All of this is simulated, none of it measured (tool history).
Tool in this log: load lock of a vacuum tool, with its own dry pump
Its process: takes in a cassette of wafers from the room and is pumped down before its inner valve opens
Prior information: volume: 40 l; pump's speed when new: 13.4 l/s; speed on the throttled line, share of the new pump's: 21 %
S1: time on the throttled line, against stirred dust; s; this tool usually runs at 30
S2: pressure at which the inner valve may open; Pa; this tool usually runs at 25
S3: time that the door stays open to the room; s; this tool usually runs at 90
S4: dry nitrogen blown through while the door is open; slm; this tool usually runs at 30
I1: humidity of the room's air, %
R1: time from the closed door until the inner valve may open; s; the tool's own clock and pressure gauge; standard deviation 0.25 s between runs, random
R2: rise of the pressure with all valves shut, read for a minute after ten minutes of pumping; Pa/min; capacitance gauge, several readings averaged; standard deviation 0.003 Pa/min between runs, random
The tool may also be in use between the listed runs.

| run | hour | S1 | S2 | S3 | S4 | I1 | R1 | R2 |
|---|---|---|---|---|---|---|---|---|
| 1 | 0.0 | 30 | 25 | 90 | 30 | 45.5 | 49.1 | 0.066 |
| 2 | 98.1 | 30 | 25 | 90 | 30 | 43.6 | 49.0 | 0.065 |
| 3 | 190.1 | 30 | 25 | 90 | 30 | 46.5 | 48.6 | 0.063 |
| 4 | 299.9 | 30 | 25 | 90 | 30 | 47.5 | 48.8 | 0.064 |
| 5 | 368.1 | 16 | 25 | 90 | 30 | 46.3 | 37.7 | 0.069 |
| 6 | 449.4 | 30 | 25 | 90 | 30 | 45.1 | 48.8 | 0.068 |
| 7 | 546.8 | 30 | 32 | 90 | 30 | 45.5 | 48.1 | 0.077 |
| 8 | 672.7 | 30 | 39 | 90 | 30 | 45.6 | 47.2 | 0.070 |
| 9 | 784.2 | 30 | 39 | 90 | 30 | 48.1 | 47.3 | 0.076 |
| 10 | 887.6 | 30 | 39 | 90 | 30 | 45.0 | 47.8 | 0.072 |
| 11 | 941.8 | 30 | 25 | 90 | 30 | 48.8 | 49.1 | 0.075 |
| 12 | 1001.7 | 30 | 25 | 90 | 30 | 45.7 | 48.8 | 0.079 |
| 13 | 1086.2 | 30 | 25 | 90 | 30 | 47.0 | 48.5 | 0.085 |
| 14 | 1193.8 | 30 | 25 | 142 | 30 | 48.2 | 48.8 | 0.092 |
| 15 | 1281.8 | 30 | 25 | 90 | 30 | 42.7 | 48.8 | 0.082 |
| 16 | 1363.0 | 30 | 38 | 90 | 30 | 44.6 | 47.4 | 0.086 |
| 17 | 1457.2 | 30 | 38 | 90 | 30 | 45.8 | 47.9 | 0.089 |
| 18 | 1543.1 | 30 | 40 | 90 | 30 | 45.9 | 47.3 | 0.088 |
| 19 | 1650.8 | 30 | 40 | 90 | 30 | 44.6 | 47.5 | 0.089 |
| 20 | 1737.6 | 21 | 37 | 137 | 4 | 44.8 | 40.7 | 0.144 |
| 21 | 1825.4 | 21 | 37 | 137 | 4 | 42.3 | 40.2 | 0.151 |
| 22 | 1944.7 | 21 | 34 | 137 | 4 | 47.3 | 40.7 | 0.159 |
| 23 | 2031.3 | 21 | 34 | 137 | 4 | 46.1 | 41.0 | 0.157 |
| 24 | 2096.3 | 21 | 34 | 137 | 19 | 45.7 | 41.2 | 0.123 |
| 25 | 2175.3 | 21 | 43 | 58 | 11 | 44.4 | 40.3 | 0.104 |
| 26 | 2229.7 | 21 | 43 | 58 | 11 | 46.5 | 40.5 | 0.110 |
| 27 | 2309.2 | 54 | 43 | 207 | 11 | 46.2 | 65.8 | 0.169 |
| 28 | 2375.1 | 49 | 34 | 65 | 29 | 44.4 | 62.2 | 0.098 |
| 29 | 2433.2 | 49 | 34 | 65 | 29 | 43.0 | 63.1 | 0.104 |
| 30 | 2507.6 | 49 | 34 | 65 | 29 | 42.5 | 62.5 | 0.101 |
| 31 | 2597.3 | 49 | 20 | 160 | 42 | 49.0 | 64.7 | 0.120 |
| 32 | 2661.7 | 49 | 20 | 160 | 42 | 43.5 | 64.4 | 0.119 |
| 33 | 2765.5 | 36 | 25 | 97 | 30 | 45.2 | 53.5 | 0.115 |
| 34 | 2819.6 | 36 | 25 | 97 | 30 | 44.1 | 53.7 | 0.116 |
| 35 | 2883.7 | 36 | 23 | 113 | 30 | 43.6 | 53.9 | 0.125 |
| 36 | 2971.7 | 36 | 23 | 113 | 30 | 43.3 | 53.8 | 0.129 |
| 37 | 3085.5 | 36 | 43 | 90 | 4 | 47.3 | 52.1 | 0.157 |

What would each run have given without the hidden state, its run-to-run variation left as it was?
The hidden state here: pump's speed, % of a new pump's; leak at the door's seal, Pa l/s; drift of the gauge itself on ready_s, %; drift of the gauge itself on rise_pa_min, %.
| run | R1 | R2 |
|---|---|---|
| 1 | 48.8 | 0.037 |
| 2 | 48.7 | 0.034 |
| 3 | 48.3 | 0.030 |
| 4 | 48.5 | 0.030 |
| 5 | 37.3 | 0.034 |
| 6 | 48.4 | 0.031 |
| 7 | 47.8 | 0.039 |
| 8 | 46.8 | 0.030 |
| 9 | 47.0 | 0.034 |
| 10 | 47.4 | 0.028 |
| 11 | 48.7 | 0.030 |
| 12 | 48.3 | 0.032 |
| 13 | 48.1 | 0.037 |
| 14 | 48.4 | 0.042 |
| 15 | 48.4 | 0.029 |
| 16 | 47.0 | 0.033 |
| 17 | 47.5 | 0.034 |
| 18 | 46.9 | 0.031 |
| 19 | 47.1 | 0.032 |
| 20 | 40.2 | 0.085 |
| 21 | 39.7 | 0.089 |
| 22 | 40.2 | 0.095 |
| 23 | 40.5 | 0.090 |
| 24 | 40.7 | 0.057 |
| 25 | 39.7 | 0.034 |
| 26 | 39.9 | 0.039 |
| 27 | 65.5 | 0.096 |
| 28 | 61.8 | 0.024 |
| 29 | 62.7 | 0.028 |
| 30 | 62.0 | 0.023 |
| 31 | 64.3 | 0.040 |
| 32 | 63.9 | 0.039 |
| 33 | 52.9 | 0.032 |
| 34 | 53.2 | 0.033 |
| 35 | 53.3 | 0.038 |
| 36 | 53.3 | 0.042 |
| 37 | 51.6 | 0.066 |
